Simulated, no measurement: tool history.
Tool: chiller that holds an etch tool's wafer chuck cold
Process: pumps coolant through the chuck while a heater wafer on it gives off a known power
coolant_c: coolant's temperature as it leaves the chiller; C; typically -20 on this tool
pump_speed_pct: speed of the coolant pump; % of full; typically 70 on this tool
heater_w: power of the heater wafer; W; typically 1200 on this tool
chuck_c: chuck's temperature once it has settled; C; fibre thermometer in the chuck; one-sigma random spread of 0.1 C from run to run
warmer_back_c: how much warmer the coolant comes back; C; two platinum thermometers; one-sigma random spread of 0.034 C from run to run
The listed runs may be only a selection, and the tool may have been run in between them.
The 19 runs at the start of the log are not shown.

run	day	coolant_c	pump_speed_pct	heater_w	chuck_c	warmer_back_c
20	114.925	-28	83	1200	-19.0	5.41
21	123.171	-28	83	1200	-18.8	5.31
22	126.625	-24	60	702	-17.5	4.56
23	132.588	-14	60	605	-8.5	3.95
24	140.846	-13	76	683	-7.6	3.44
25	146.246	-26	70	1200	-15.3	6.64
26	153.638	-26	70	1200	-15.2	6.63
27	162.121	-26	70	1200	-15.3	6.69
# day 168.271: coolant pump overhauled
28	168.967	-29	94	1200	-21.2	3.93
29	174.450	-12	70	1223	-2.3	5.64
30	181.804	-26	82	1380	-16.0	5.34
31	186.467	-26	82	1380	-16.0	5.36
32	191.354	-22	96	1183	-14.6	3.86

3 options for the next run, each taken on its own from the tool as it stands now. Forecast them:
A	195.954	-20	67	1472	?	?
B	195.954	-19	96	1183	?	?
C	195.954	-18	100	831	?	?

run	chuck_c	warmer_back_c
A	-7.4	7.18
B	-11.3	3.86
C	-13.3	2.55
What these runs would have given with no unlogged condition in the tool:
run	chuck_c	warmer_back_c
A	-7.9	7.10
B	-11.3	3.81
C	-12.9	2.52
